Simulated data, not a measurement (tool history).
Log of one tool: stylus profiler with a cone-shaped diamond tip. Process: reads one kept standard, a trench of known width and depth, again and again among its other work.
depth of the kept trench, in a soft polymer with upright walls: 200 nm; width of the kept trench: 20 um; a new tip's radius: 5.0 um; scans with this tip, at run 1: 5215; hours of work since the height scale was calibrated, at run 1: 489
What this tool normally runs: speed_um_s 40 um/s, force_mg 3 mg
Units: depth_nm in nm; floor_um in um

run    hour  speed_um_s  force_mg  scans with this tip  hours of work since the height scale was calibrated  depth_nm  floor_um
  1       0          40         3                 5215                                                  489    203.25     15.56
  2    48.8          40         3                 5514                                                  517    203.27     15.55
  3    73.4          72         3                 5666                                                  531    203.29      15.4
  4    97.4          72         3                 5813                                                  545    203.32     15.26
  5   122.7          40         3                 5968                                                  560    203.32     15.42
  6   172.4          40         3                 6273                                                  588    203.32     15.39
  7   212.6          40         3                 6520                                                  611    203.32     15.34
  8   241.9          40         3                 6700                                                  628    203.34     15.35
  9     285          40         3                 6965                                                  653    203.38     15.26
 10   330.5          40         3                 7244                                                  679    203.36     15.23
 11   383.3          40         3                 7568                                                  710    203.39     15.15
 12   429.8          40         3                 7854                                                  736    203.42     15.14
 13   474.4          40         3                 8128                                                  762    203.39     15.08
 14   498.7          40         3                 8277                                                  776    203.41     15.02
      507.8  -- new tip fitted, height scale calibrated
 15   532.4          40         3                  151                                                   14    202.83     16.87
 16     585         114      5.39                  474                                                   44    204.23      16.5
 17   634.5          18      3.15                  778                                                   73    203.06      16.8
      638.6  -- height scale calibrated on a step standard
 18   685.5         135      3.35                 1088                                                   27    203.13     16.07
 19   730.5         106         3                 1365                                                   53    202.96      16.1
 20   767.7          27      5.13                 1593                                                   74    204.15     16.62
      807.9  -- height scale calibrated on a step standard, once more
 21   821.7          15      5.07                 1921                                                    8    203.97     16.54
 22   867.6          83      5.22                 2203                                                   34    204.04     16.14
 23   908.6          83      5.22                 2455                                                   58    204.14     16.13
 24   943.7          11         3                 2671                                                   78    202.84     16.39
 25   990.5          11         3                 2958                                                  105     202.8      16.3
 26  1030.4          12         3                 3203                                                  128    202.84     16.23
 27  1067.8          12         3                 3433                                                  150    202.83      16.2

The same runs without the tool's hidden state, with the same run-to-run variation:
Hidden state present: radius of the tip, um; height scale over the true one, %; drift of the gauge itself on depth_nm, %; drift of the gauge itself on floor_um, %.
run  depth_nm  floor_um
  1    202.86     16.89
  2    202.87     16.95
  3    202.87     16.82
  4     202.9     16.72
  5     202.9      16.9
  6    202.88     16.94
  7    202.86     16.94
  8    202.88     16.99
  9     202.9     16.94
 10    202.87     16.97
 11    202.89     16.95
 12     202.9        17
 13    202.86     16.99
 14    202.87     16.96
 15    202.86     16.97
 16    204.25     16.69
 17    203.06     17.08
 18    203.12     16.44
 19    202.93     16.54
 20    204.11     17.11
 21    204.09     17.12
 22    204.15      16.8
 23    204.24     16.84
 24    202.93     17.16
 25    202.88     17.14
 26    202.91     17.13
 27    202.89     17.15
